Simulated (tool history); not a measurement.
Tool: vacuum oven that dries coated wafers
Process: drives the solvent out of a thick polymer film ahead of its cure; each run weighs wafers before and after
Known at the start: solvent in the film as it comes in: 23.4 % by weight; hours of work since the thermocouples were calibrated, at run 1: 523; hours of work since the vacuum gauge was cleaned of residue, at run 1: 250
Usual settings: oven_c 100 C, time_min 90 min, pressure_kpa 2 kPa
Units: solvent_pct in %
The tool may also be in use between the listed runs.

run,hour,oven_c,time_min,pressure_kpa,hours of work since the thermocouples were calibrated,hours of work since the vacuum gauge was cleaned of residue,solvent_pct
1,0,100,90,2,523,250,2.04
2,24.3,100,90,2,540,266,2
3,42.6,110,90,2,552,278,0.81
4,60.1,110,90,2,564,290,0.85
5,81,110,90,2,578,304,0.75
6,110.6,110,90,2,597,324,0.87
7,135.5,110,90,2,614,341,0.87
8,159,110,90,2,630,356,0.91
9,184.5,110,90,2,647,373,0.85
10,203.2,100,90,2,659,386,2.05
11,232.4,112,90,2,679,405,0.76
12,248.6,87,90,2,690,416,6.83
13,274.6,87,90,2,707,434,6.99
14,293.4,100,117,2,720,446,1.51

Run 15 comes next. What will it give?
15,314.2,100,61,1.51,734,460,?

Run 15 gave solvent_pct 3.39 %.
Without the tool's hidden state the same run would have given solvent_pct 3.12 %.
